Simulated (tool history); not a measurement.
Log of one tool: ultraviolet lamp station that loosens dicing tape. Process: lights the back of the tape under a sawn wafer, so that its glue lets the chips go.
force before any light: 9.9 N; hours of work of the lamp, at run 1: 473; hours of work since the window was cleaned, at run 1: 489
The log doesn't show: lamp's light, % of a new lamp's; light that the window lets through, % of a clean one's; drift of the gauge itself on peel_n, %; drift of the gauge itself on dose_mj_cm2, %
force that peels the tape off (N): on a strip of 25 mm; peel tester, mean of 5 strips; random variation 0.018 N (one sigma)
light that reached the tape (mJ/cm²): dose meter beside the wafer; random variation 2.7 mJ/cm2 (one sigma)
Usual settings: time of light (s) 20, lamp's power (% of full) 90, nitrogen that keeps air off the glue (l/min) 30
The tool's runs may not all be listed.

run   hour  time of light (s)  lamp's power (% of full)  nitrogen that keeps air off the glue (l/min)  hours of work of the lamp  hours of work since the window was cleaned  force that peels the tape off (N)  light that reached the tape (mJ/cm²)
  1      0                 20                        90                                            30                        473                                         489                              0.825                                   357
  2   12.6                 20                        90                                            30                        483                                         499                              0.855                                   357
  3   18.8                 20                        90                                            30                        488                                         504                              0.868                                   360
  4   31.9                 20                        90                                            30                        498                                         514                              0.866                                   365
  5     39                 20                        90                                            30                        504                                         519                              0.843                                   358
  6   47.8                 20                        90                                            30                        510                                         526                              0.846                                   361
  7   59.1                 20                        90                                            30                        519                                         535                              0.827                                   361
  8   65.5                 20                        90                                            30                        524                                         540                              0.839                                   361
  9     75                 20                        66                                            30                        532                                         547                              1.615                                   265
 10   83.3                 20                        80                                            30                        538                                         554                              1.105                                   319
 11   95.5                 20                        80                                            30                        548                                         563                              1.113                                   323
 12  106.9                 20                        80                                            30                        556                                         572                              1.098                                   323
 13  120.7                 20                        80                                            30                        567                                         583                              1.066                                   323
 14  132.2                 20                        90                                            30                        576                                         592                              0.852                                   361
     136.5  -- window cleaned of glue's vapour
 15  146.9                 20                        90                                            30                        587                                           8                               0.88                                   361
 16  159.5                 20                        96                                            30                        597                                          18                              0.721                                   384
 17  173.2                 20                        93                                            30                        608                                          29                              0.753                                   375
     184.3  -- lamp changed
 18  185.6                 20                        93                                            30                          1                                          37                               0.78                                   373
 19  192.3                 20                        90                                            30                          6                                          43                              0.826                                   359
 20  198.5                 20                        90                                            30                         11                                          47                               0.84                                   360
 21    207                 20                        90                                            30                         18                                          54                               0.86                                   362
 22  219.4                 20                        90                                            30                         27                                          64                              0.865                                   360
 23  230.5                 12                        69                                            38                         36                                          72                              3.003                                   163
 24  238.8                 12                        69                                            38                         42                                          79                              2.807                                   166
 25  252.6                 26                        69                                            38                         53                                          90                              0.771                                   360
 26  262.8                 26                        69                                            38                         61                                          98                              0.757                                   358
 27  269.5                 20                        85                                            35                         66                                         103                              0.844                                   341
 28  277.4                 20                        85                                            30                         72                                         109                              0.963                                   340
 29  292.4                 26                       100                                            14                         84                                         121                              0.574                                   521
 30  304.3                 26                        82                                            18                         93                                         130                              0.767                                   428
 31  315.1                 20                        82                                            28                        102                                         138                              1.059                                   329
 32  325.8                 21                        79                                            22                        110                                         147                              1.167                                   330
 33  333.1                 21                        79                                            22                        116                                         152                              1.155                                   333
 34  347.9                 36                        67                                            30                        127                                         164                               0.45                                   482
 35  362.3                 12                        81                                            10                        139                                         175                              3.549                                   193
 36  370.7                 12                        81                                            10                        145                                         182                              3.591                                   191
 37  385.8                 23                        66                                             9                        157                                         193                              2.038                                   306
 38  396.9                 20                        70                                            45                        165                                         202                               1.21                                   278
 39  412.2                 11                        70                                            35                        177                                         214                              3.253                                   149
 40  421.5                 16                        88                                            30                        185                                         221                              1.381                                   285
 41  432.1                 16                        88                                            30                        193                                         229                              1.366                                   280

4 ways to go on from here, each from the tool as it stands after run 41. What would each give?
  A  446.7                 28                        79                                            12                        204                                         241                                  ?                                     ?
  B  446.7                 16                        88                                            49                        204                                         241                                  ?                                     ?
  C  446.7                 33                        73                                            30                        204                                         241                                  ?                                     ?
  D  446.7                 16                        79                                            30                        204                                         241                                  ?                                     ?

run  force that peels the tape off (N)  light that reached the tape (mJ/cm²)
  A                              0.883                                   443
  B                              1.181                                   282
  C                               0.42                                   477
  D                              1.743                                   253
Without the tool's hidden state the same runs would have given:
run  force that peels the tape off (N)  light that reached the tape (mJ/cm²)
  A                              0.881                                   444
  B                              1.178                                   282
  C                              0.419                                   478
  D                               1.74                                   253
